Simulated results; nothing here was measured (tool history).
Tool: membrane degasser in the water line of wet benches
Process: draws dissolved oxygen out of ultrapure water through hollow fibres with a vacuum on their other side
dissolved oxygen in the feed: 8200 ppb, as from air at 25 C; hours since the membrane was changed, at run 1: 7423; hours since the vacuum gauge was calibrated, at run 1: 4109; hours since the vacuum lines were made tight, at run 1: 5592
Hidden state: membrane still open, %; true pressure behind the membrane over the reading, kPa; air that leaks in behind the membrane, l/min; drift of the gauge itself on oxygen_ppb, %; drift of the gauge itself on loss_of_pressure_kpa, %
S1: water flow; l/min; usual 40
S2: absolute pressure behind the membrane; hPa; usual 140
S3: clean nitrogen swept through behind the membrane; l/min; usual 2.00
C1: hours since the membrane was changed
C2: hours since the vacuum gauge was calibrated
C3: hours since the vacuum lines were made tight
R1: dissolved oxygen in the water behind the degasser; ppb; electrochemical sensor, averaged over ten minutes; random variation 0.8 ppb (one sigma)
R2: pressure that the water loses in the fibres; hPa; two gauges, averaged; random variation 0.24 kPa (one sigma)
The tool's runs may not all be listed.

run 1 hour=0.0 | S1=40 S2=140 S3=2.00 | C1=7423 C2=4109 C3=5592 | R1=467.5 R2=658.4
run 2 hour=278.9 | S1=41 S2=140 S3=2.00 | C1=7702 C2=4388 C3=5871 | R1=477.5 R2=677.3
run 3 hour=481.3 | S1=41 S2=140 S3=2.00 | C1=7904 C2=4590 C3=6073 | R1=479.6 R2=673.1
run 4 hour=678.9 | S1=41 S2=140 S3=2.00 | C1=8102 C2=4788 C3=6271 | R1=479.0 R2=677.5
run 5 hour=805.8 | S1=41 S2=140 S3=2.00 | C1=8229 C2=4915 C3=6398 | R1=479.6 R2=683.9
run 6 hour=1072.3 | S1=41 S2=140 S3=2.00 | C1=8495 C2=5181 C3=6664 | R1=480.8 R2=678.7
run 7 hour=1261.5 | S1=40 S2=209 S3=2.00 | C1=8684 C2=5371 C3=6853 | R1=741.3 R2=665.4
run 8 hour=1418.0 | S1=40 S2=209 S3=2.00 | C1=8841 C2=5527 C3=7010 | R1=743.2 R2=662.6
run 9 hour=1658.2 | S1=40 S2=140 S3=1.61 | C1=9081 C2=5767 C3=7250 | R1=561.6 R2=665.8
run 10 hour=1855.2 | S1=40 S2=140 S3=1.61 | C1=9278 C2=5964 C3=7447 | R1=561.4 R2=663.8
run 11 hour=2049.8 | S1=40 S2=140 S3=2.34 | C1=9473 C2=6159 C3=7642 | R1=412.9 R2=666.6
run 12 hour=2262.8 | S1=40 S2=140 S3=2.00 | C1=9686 C2=6372 C3=7855 | R1=470.5 R2=664.7
run 13 hour=2391.8 | S1=40 S2=140 S3=2.00 | C1=9815 C2=6501 C3=7984 | R1=471.6 R2=667.7
run 14 hour=2668.1 | S1=40 S2=346 S3=2.00 | C1=10091 C2=6777 C3=8260 | R1=1233.0 R2=667.4
-- hour=2930.3 vacuum gauge calibrated
run 15 hour=2935.8 | S1=40 S2=140 S3=4.35 | C1=10358 C2=6 C3=8527 | R1=241.2 R2=667.5
run 16 hour=3147.4 | S1=40 S2=140 S3=2.00 | C1=10570 C2=217 C3=8739 | R1=470.3 R2=670.3
run 17 hour=3389.4 | S1=49 S2=304 S3=2.00 | C1=10812 C2=459 C3=8981 | R1=1271.8 R2=815.0
run 18 hour=3535.9 | S1=34 S2=106 S3=1.40 | C1=10958 C2=606 C3=9127 | R1=385.1 R2=571.7
run 19 hour=3728.3 | S1=34 S2=106 S3=1.40 | C1=11151 C2=798 C3=9320 | R1=383.4 R2=567.0
run 20 hour=3973.0 | S1=41 S2=140 S3=3.34 | C1=11395 C2=1043 C3=9564 | R1=311.8 R2=686.3
-- hour=4092.9 seals of the vacuum lines changed
run 21 hour=4205.6 | S1=40 S2=140 S3=3.26 | C1=11626 C2=1273 C3=113 | R1=309.9 R2=670.9
run 22 hour=4468.5 | S1=40 S2=226 S3=2.00 | C1=11889 C2=1536 C3=376 | R1=801.6 R2=672.2
run 23 hour=4739.8 | S1=40 S2=96 S3=2.00 | C1=12160 C2=1808 C3=647 | R1=288.1 R2=670.3
run 24 hour=4961.7 | S1=40 S2=140 S3=4.78 | C1=12382 C2=2029 C3=869 | R1=221.3 R2=672.3
run 25 hour=5106.9 | S1=58 S2=195 S3=2.11 | C1=12527 C2=2175 C3=1014 | R1=893.7 R2=974.7
run 26 hour=5373.3 | S1=28 S2=107 S3=3.48 | C1=12794 C2=2441 C3=1280 | R1=147.5 R2=468.7
run 27 hour=5587.6 | S1=28 S2=107 S3=3.48 | C1=13008 C2=2655 C3=1495 | R1=147.6 R2=471.9
run 28 hour=5825.2 | S1=28 S2=107 S3=3.48 | C1=13246 C2=2893 C3=1732 | R1=147.2 R2=475.6
run 29 hour=5972.6 | S1=40 S2=97 S3=2.00 | C1=13393 C2=3040 C3=1880 | R1=294.3 R2=676.1
run 30 hour=6228.4 | S1=34 S2=117 S3=1.76 | C1=13649 C2=3296 C3=2135 | R1=363.4 R2=574.8
run 31 hour=6389.1 | S1=61 S2=212 S3=2.00 | C1=13809 C2=3457 C3=2296 | R1=1058.3 R2=1029.5

5 ways to go on from here, each from the tool as it stands after run 31. What would each give?
run A hour=6615.5 | S1=36 S2=212 S3=2.00 | C1=14036 C2=3683 C3=2523 | R1=? R2=?
run B hour=6615.5 | S1=61 S2=169 S3=2.35 | C1=14036 C2=3683 C3=2523 | R1=? R2=?
run C hour=6615.5 | S1=42 S2=207 S3=5.05 | C1=14036 C2=3683 C3=2523 | R1=? R2=?
run D hour=6615.5 | S1=28 S2=110 S3=2.80 | C1=14036 C2=3683 C3=2523 | R1=? R2=?
run E hour=6615.5 | S1=40 S2=140 S3=1.20 | C1=14036 C2=3683 C3=2523 | R1=? R2=?

run=A R1=688.6 R2=609.9
run=B R1=737.3 R2=1032.4
run=C R1=348.4 R2=713.3
run=D R1=187.5 R2=472.5
run=E R1=707.5 R2=674.0
Without the tool's hidden state the same runs would have given:
run=A R1=682.2 R2=577.2
run=B R1=727.1 R2=977.2
run=C R1=342.5 R2=675.1
run=D R1=183.8 R2=447.2
run=E R1=700.4 R2=637.8
